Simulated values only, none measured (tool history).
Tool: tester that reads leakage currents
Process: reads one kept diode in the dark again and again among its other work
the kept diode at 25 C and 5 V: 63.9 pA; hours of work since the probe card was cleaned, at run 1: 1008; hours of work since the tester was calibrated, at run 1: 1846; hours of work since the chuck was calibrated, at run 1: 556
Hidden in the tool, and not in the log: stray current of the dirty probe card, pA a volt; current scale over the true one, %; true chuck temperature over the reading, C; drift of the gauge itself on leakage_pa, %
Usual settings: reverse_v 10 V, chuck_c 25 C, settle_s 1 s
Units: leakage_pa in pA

run	hour	reverse_v	chuck_c	settle_s	hours of work since the probe card was cleaned	hours of work since the tester was calibrated	hours of work since the chuck was calibrated	leakage_pa
1	0	10	25	1	1008	1846	556	89.57
2	63.4	10	25	1	1050	1888	598	88.96
3	146.4	10	25	1	1105	1943	654	89.56
4	229.7	10	25	0.31	1161	1999	710	94.29
5	324.3	10	25	0.31	1224	2062	773	94.05
# hour 333.1: chuck's temperature calibrated
6	426.5	10	25	1	1291	2129	62	89.91
7	532.4	10	25	1	1362	2200	133	88.95
8	589.6	10	25	1	1400	2238	171	89.26
9	688.6	10	25	1	1466	2304	238	89.46
10	734.6	10	25	1	1497	2335	268	88.73
11	789.5	10	25	1	1534	2372	305	89.3
12	896.1	6.3	25	1	1605	2443	376	72.18
13	971.1	12	25	1	1655	2493	426	97.57
14	1028.6	12	25	1	1693	2531	465	96.52
15	1116.8	12	25	1	1752	2590	523	97.07
16	1205	9.1	25	1	1811	2649	582	85.5
17	1248.1	9.1	25	1	1840	2678	611	85.61
18	1316.3	9.1	25	1	1885	2724	657	85.08
19	1417.1	9.1	25	1	1953	2791	724	85.29
# hour 1499.3: chuck's temperature calibrated
20	1508.9	9.1	25	1	2013	2851	6	85.4
21	1597.2	4	46	2.16	2072	2910	65	304.2
22	1696.5	4	46	2.16	2138	2976	132	303.48
23	1788.7	4	46	2.16	2200	3038	193	302.72
24	1893.5	4	46	2.16	2270	3108	263	301.42
25	1963.9	4.5	33	0.5	2317	3155	310	119.37
26	2022.3	10.4	33	3.46	2356	3194	349	171.34
27	2072.4	10.4	33	3.46	2389	3227	383	171.28
28	2171.8	10.4	33	3.46	2456	3294	449	170.64
29	2263.4	10	29	0.35	2517	3355	510	127.1
30	2353.5	3	38	0.73	2577	3415	571	147.17
31	2459.3	3.6	56	0.73	2648	3486	641	589.55
32	2552.4	14.1	21	6.3	2710	3548	703	72.94
33	2608.3	2.4	21	1.19	2747	3585	741	33.35
# hour 2668.4: chuck's temperature calibrated
34	2693.3	2.4	26	1.19	2803	3641	17	50.76
35	2755.9	1.3	23	1.19	2844	3682	58	29.96
36	2801	17.6	26	0.94	2874	3713	89	125.5
37	2845.9	17.6	26	0.94	2904	3743	119	125.89
38	2941.5	1.2	25	0.49	2968	3806	182	34.63
# hour 3025.9: probe card cleaned and baked
39	3027.9	1.2	25	0.49	1	3862	238	34.6

Forecast each of these 5 alternatives for the next run:
A	3083.4	1.4	26	0.38	38	3899	275	?
B	3083.4	1.2	20	0.49	38	3899	275	?
C	3083.4	10	24	1.22	38	3899	275	?
D	3083.4	10.5	51	0.49	38	3899	275	?
E	3083.4	3.4	41	0.49	38	3899	275	?

run	leakage_pa
A	40.45
B	22.8
C	81.54
D	664.85
E	194.76
Without the tool's hidden state the same runs would have given:
run	leakage_pa
A	40.44
B	22.8
C	81.53
D	664.78
E	194.74
